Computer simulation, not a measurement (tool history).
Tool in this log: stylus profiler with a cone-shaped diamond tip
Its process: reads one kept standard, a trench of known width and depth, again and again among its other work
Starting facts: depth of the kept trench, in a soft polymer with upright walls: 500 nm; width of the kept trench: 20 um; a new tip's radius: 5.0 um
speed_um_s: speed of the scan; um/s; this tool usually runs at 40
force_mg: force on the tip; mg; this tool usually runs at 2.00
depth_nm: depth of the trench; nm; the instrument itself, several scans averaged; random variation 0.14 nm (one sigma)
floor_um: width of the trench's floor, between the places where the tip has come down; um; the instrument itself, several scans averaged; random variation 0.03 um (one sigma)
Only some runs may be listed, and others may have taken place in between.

| run | hour | speed_um_s | force_mg | depth_nm | floor_um |
|---|---|---|---|---|---|
| 1 | 0.0 | 40 | 2.00 | 503.50 | 14.58 |
| 2 | 80.8 | 40 | 2.00 | 503.30 | 14.38 |
| 3 | 168.5 | 40 | 2.00 | 503.37 | 14.33 |
| 4 | 246.1 | 40 | 0.86 | 500.79 | 14.17 |
| 5 | 337.0 | 40 | 2.00 | 502.99 | 14.21 |
| 6 | 378.5 | 40 | 2.00 | 503.02 | 14.17 |
| 7 | 434.0 | 40 | 2.00 | 502.87 | 14.10 |
| 8 | 503.0 | 40 | 2.00 | 502.47 | 14.08 |
| 9 | 551.1 | 31 | 2.00 | 502.74 | 14.01 |
| 10 | 642.5 | 40 | 2.00 | 502.27 | 13.89 |
| 11 | 694.4 | 40 | 2.00 | 502.32 | 13.87 |
| 12 | 759.6 | 40 | 2.00 | 502.38 | 13.80 |
| 13 | 851.6 | 40 | 2.00 | 502.13 | 13.70 |
| 14 | 919.9 | 40 | 2.00 | 502.08 | 13.68 |
| 15 | 962.0 | 40 | 2.00 | 501.90 | 13.59 |
| 16 | 1032.2 | 40 | 2.00 | 501.57 | 13.57 |
|  | 1042.7 | new tip fitted, height scale calibrated |
| 17 | 1081.9 | 40 | 5.72 | 511.29 | 15.57 |
| 18 | 1137.6 | 40 | 5.72 | 511.20 | 15.48 |
| 19 | 1186.2 | 40 | 4.14 | 508.82 | 15.41 |
| 20 | 1242.1 | 40 | 4.14 | 508.89 | 15.30 |
| 21 | 1280.7 | 40 | 1.43 | 504.21 | 15.18 |
| 22 | 1321.7 | 40 | 1.43 | 504.34 | 15.19 |
| 23 | 1393.2 | 40 | 2.27 | 505.69 | 15.12 |
| 24 | 1446.4 | 12 | 1.85 | 504.57 | 15.10 |
| 25 | 1539.0 | 129 | 4.80 | 509.42 | 14.74 |
| 26 | 1622.5 | 17 | 0.94 | 502.44 | 14.90 |
| 27 | 1688.8 | 25 | 0.84 | 501.98 | 14.76 |
| 28 | 1771.7 | 146 | 5.97 | 510.49 | 14.50 |
| 29 | 1853.2 | 58 | 0.91 | 502.23 | 14.42 |
| 30 | 1905.8 | 58 | 0.91 | 501.72 | 14.35 |
| 31 | 1992.0 | 58 | 0.91 | 501.69 | 14.23 |
| 32 | 2070.2 | 28 | 0.92 | 501.67 | 14.41 |
|  | 2075.4 | height scale calibrated on a step standard |
| 33 | 2140.7 | 40 | 1.50 | 501.42 | 14.24 |
| 34 | 2178.8 | 135 | 1.31 | 501.05 | 13.77 |
| 35 | 2258.0 | 135 | 1.31 | 500.67 | 13.68 |
| 36 | 2314.4 | 29 | 1.49 | 501.28 | 14.18 |
| 37 | 2372.3 | 44 | 1.33 | 500.94 | 14.00 |
| 38 | 2444.2 | 40 | 0.76 | 499.31 | 13.93 |
| 39 | 2497.1 | 40 | 0.76 | 499.25 | 13.84 |
| 40 | 2564.4 | 68 | 5.75 | 507.81 | 13.91 |
|  | 2593.0 | height scale calibrated on a step standard, once more |
| 41 | 2631.0 | 81 | 0.68 | 502.89 | 13.42 |
| 42 | 2716.0 | 80 | 0.69 | 502.73 | 13.34 |
| 43 | 2787.2 | 51 | 1.04 | 503.40 | 13.59 |
| 44 | 2841.0 | 10 | 5.28 | 510.39 | 13.77 |
| 45 | 2909.9 | 64 | 0.67 | 502.40 | 13.35 |
| 46 | 2975.0 | 150 | 1.50 | 504.39 | 12.99 |

Pick out some run-to-run changes in depth_nm. Of each, how much would a tool without hidden state show as well, from the settings, what came in and chance, and how much is left for the hidden state and any gauge scatter not in both results compared?
Hidden state at play: radius of the tip, um; height scale over the true one, %; drift of the gauge itself on depth_nm, %; drift of the gauge itself on floor_um, %.
Run 16 -> 17: force_mg 2.00 -> 5.72, new tip fitted, height scale calibrated. depth_nm +9.72 nm: hidden state +3.88, all else +5.84.
Run 27 -> 28: speed_um_s 25 -> 146, force_mg 0.84 -> 5.97. depth_nm +8.51 nm: hidden state -0.18, all else +8.69.
Run 32 -> 33: speed_um_s 28 -> 40, force_mg 0.92 -> 1.50, height scale calibrated on a step standard. depth_nm -0.25 nm: hidden state -1.33, all else +1.08.
Run 39 -> 40: speed_um_s 40 -> 68, force_mg 0.76 -> 5.75. depth_nm +8.56 nm: hidden state -0.19, all else +8.75.
Run 40 -> 41: speed_um_s 68 -> 81, force_mg 5.75 -> 0.68, height scale calibrated on a step standard, once more. depth_nm -4.92 nm: hidden state +4.02, all else -8.94.
